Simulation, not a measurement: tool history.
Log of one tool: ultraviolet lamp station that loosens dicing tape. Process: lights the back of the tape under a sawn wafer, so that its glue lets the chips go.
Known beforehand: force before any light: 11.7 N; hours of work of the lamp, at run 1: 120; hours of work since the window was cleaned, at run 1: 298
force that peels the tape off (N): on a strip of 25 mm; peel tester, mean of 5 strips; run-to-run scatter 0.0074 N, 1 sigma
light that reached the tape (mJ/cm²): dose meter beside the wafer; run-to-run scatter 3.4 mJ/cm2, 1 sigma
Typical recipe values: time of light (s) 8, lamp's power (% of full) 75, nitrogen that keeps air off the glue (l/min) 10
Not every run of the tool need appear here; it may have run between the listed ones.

run	hour	time of light (s)	lamp's power (% of full)	nitrogen that keeps air off the glue (l/min)	hours of work of the lamp	hours of work since the window was cleaned	force that peels the tape off (N)	light that reached the tape (mJ/cm²)
1	0	8	75	10	120	298	0.264	555
2	26.8	8	89	10	142	319	0.205	649
3	39	8	75	10	151	329	0.273	549
4	59.8	8	75	10	168	345	0.27	547
5	83.4	8	75	10	186	364	0.287	545
# hour 90.7: window cleaned of glue's vapour
6	101.9	8	75	10	201	9	0.28	539
7	120.3	8	75	10	215	23	0.273	544
8	135.9	9	75	10	227	36	0.228	616
9	160.5	9	75	10	247	55	0.223	618
10	184.7	8	75	10	266	74	0.283	551
11	199.6	8	75	10	278	86	0.276	549
12	226.7	4	75	10	299	108	1.341	272
13	244.9	8	86	10	314	122	0.219	624
14	259.6	8	86	10	325	134	0.225	624
15	285.3	16	75	10	346	154	0.165	1085
16	307.9	16	75	10	363	172	0.163	1076
17	335.4	16	75	10	385	194	0.166	1093
18	348.9	16	75	10	396	204	0.157	1097
19	371.5	8	72	10	414	222	0.293	523
20	391.7	8	72	10	430	238	0.302	518
21	413.6	8	72	10	447	255	0.293	523
22	432.3	8	66	10	462	270	0.361	481
23	450.6	10	70	4	476	285	0.425	640
24	463	5	75	11	486	294	0.74	343
25	488.5	5	75	11	506	315	0.749	342
26	512.8	14	73	15	526	334	0.167	931
27	536.9	9	75	9	545	353	0.24	609
# hour 556.1: window cleaned of glue's vapour
28	556.1	10	75	10	559	0	0.197	686
29	567.5	10	75	10	568	9	0.185	682
30	588.2	7	73	8	585	25	0.468	463
31	615.6	7	73	8	606	47	0.457	462
32	637.6	12	75	10	624	64	0.168	817
33	663.6	6	93	7	644	85	0.426	512
34	690.7	8	77	19	666	106	0.195	561
35	711.8	9	67	14	683	123	0.215	547
36	739.7	5	85	11	705	145	0.555	384
37	753.3	6	64	20	715	156	0.456	350
38	768.1	6	64	20	727	168	0.45	347
39	794.9	8	75	13	748	189	0.224	546

What if the next run were any one of these 4? Each begins from the tool's condition after run 39:
A	810.1	8	70	4	760	201	?	?
B	810.1	4	81	13	760	201	?	?
C	810.1	9	61	10	760	201	?	?
D	810.1	13	75	20	760	201	?	?

run	force that peels the tape off (N)	light that reached the tape (mJ/cm²)
A	0.707	507
B	0.913	292
C	0.325	502
D	0.167	889
Without the tool's hidden state the same runs would have given:
run	force that peels the tape off (N)	light that reached the tape (mJ/cm²)
A	0.703	508
B	0.909	293
C	0.324	503
D	0.167	891
